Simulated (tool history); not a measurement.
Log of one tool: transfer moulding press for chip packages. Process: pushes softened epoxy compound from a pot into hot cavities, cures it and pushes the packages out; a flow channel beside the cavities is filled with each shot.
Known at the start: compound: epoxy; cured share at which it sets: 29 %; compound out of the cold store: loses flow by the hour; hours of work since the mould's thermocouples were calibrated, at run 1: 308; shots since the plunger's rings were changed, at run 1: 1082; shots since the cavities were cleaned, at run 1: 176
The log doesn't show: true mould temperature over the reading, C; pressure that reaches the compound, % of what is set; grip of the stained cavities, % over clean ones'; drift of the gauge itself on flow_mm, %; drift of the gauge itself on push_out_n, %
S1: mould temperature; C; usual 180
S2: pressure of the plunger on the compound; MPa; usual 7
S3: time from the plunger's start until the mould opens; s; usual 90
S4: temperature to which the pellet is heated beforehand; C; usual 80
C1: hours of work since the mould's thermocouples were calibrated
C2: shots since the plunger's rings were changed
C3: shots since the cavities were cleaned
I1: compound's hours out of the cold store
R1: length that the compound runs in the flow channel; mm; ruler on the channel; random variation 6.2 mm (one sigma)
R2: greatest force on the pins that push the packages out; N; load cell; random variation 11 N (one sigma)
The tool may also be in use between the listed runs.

run     day   S1    S2   S3  S4   C1    C2   C3    I1    R1    R2
  1       0  180     7   90  80  308  1082  176  36.1   876   706
  2   0.729  180     7   90  80  315  1213  307  21.3   945   836
  3   1.696  180     7   90  80  325  1387  481  23.8   915   906
  4   3.308  180     7   90  80  341  1676  770  42.7   855  1011
      4.183  -- cavities cleaned with cleaning compound and waxed
  5   4.321  180     7   90  80  350  1847   25  31.9   881   562
  6   5.142  180     7   90  83  359  1994  172  15.7   935   708
  7   6.617  180     7   90  83  373  2259  437  30.2   876   867
  8    7.55  180     7   90  83  383  2426  604  31.2   887   919
  9   8.392  180     7   90  83  391  2577  755    17   916  1034
      9.371  -- cavities cleaned with cleaning compound and waxed
 10   9.388  180     7   90  83  400  2745    3  47.5   815   538
 11  10.117  180     7   90  80  408  2876  134  37.8   849   668
      10.35  -- mould's thermocouples calibrated
 12  11.596  180     7   90  80   12  3126  384  46.4   819   828
 13  12.392  180     7   70  80   20  3269  527  13.1   922  1875
 14  13.433  180     7   70  80   31  3456  714  47.6   816  1761
     14.617  -- cavities cleaned with cleaning compound and waxed
 15  14.983  180  8.32  120  80   46  3723   65  15.5  1000   463
     15.788  -- plunger's sealing rings changed
 16  15.825  180  7.02   90  80   53     7  198  21.5   952   769
 17   17.25  183  5.58   90  89   67   262  453  29.7   819   734
 18  18.208  181  6.13   89  81   77   435  626    23   887   939
     19.092  -- mould's thermocouples calibrated, once more
 19    19.2  181  6.13   89  81    1   597  788  37.5   831   993
     19.917  -- cavities cleaned with cleaning compound and waxed
 20  19.954  178  5.83   93  86    8   721    6  20.7   872   604
 21  20.767  178  5.83   95  86   16   868  153  26.7   855   683
 22  22.212  178  5.83   95  86   30  1127  412  42.2   789   847
 23  23.025  178  5.83   95  86   39  1273  558  13.1   884   997
 24  23.829  178  5.83   95  86   47  1417  702    46   787   989
     25.067  -- cavities cleaned with cleaning compound and waxed
 25  25.158  178  5.83   95  86   59  1645   17    25   836   569
 26  26.683  175  7.16  102  79   74  1918  290    48   874   840
 27  27.567  180  6.52   78  79   83  2077  449  41.6   819  1219
 28  29.067  180  6.52   78  79   98  2346  718  32.4   851  1448

Forecast each of these 4 alternatives for the next run:
  A  29.754  186     7  105  88  105  2469  841  39.6   ?   ?
  B  29.754  173  5.24   90  80  105  2469  841  18.4   ?   ?
  C  29.754  186  6.95   78  79  105  2469  841  32.5   ?   ?
  D  29.754  180     7   99  80  105  2469  841  46.5   ?   ?

run   R1    R2
  A  824   735
  B  843  1931
  C  843   973
  D  827   880
Without the tool's hidden state the same runs would have given:
run   R1   R2
  A  864  379
  B  883  955
  C  883  487
  D  866  446

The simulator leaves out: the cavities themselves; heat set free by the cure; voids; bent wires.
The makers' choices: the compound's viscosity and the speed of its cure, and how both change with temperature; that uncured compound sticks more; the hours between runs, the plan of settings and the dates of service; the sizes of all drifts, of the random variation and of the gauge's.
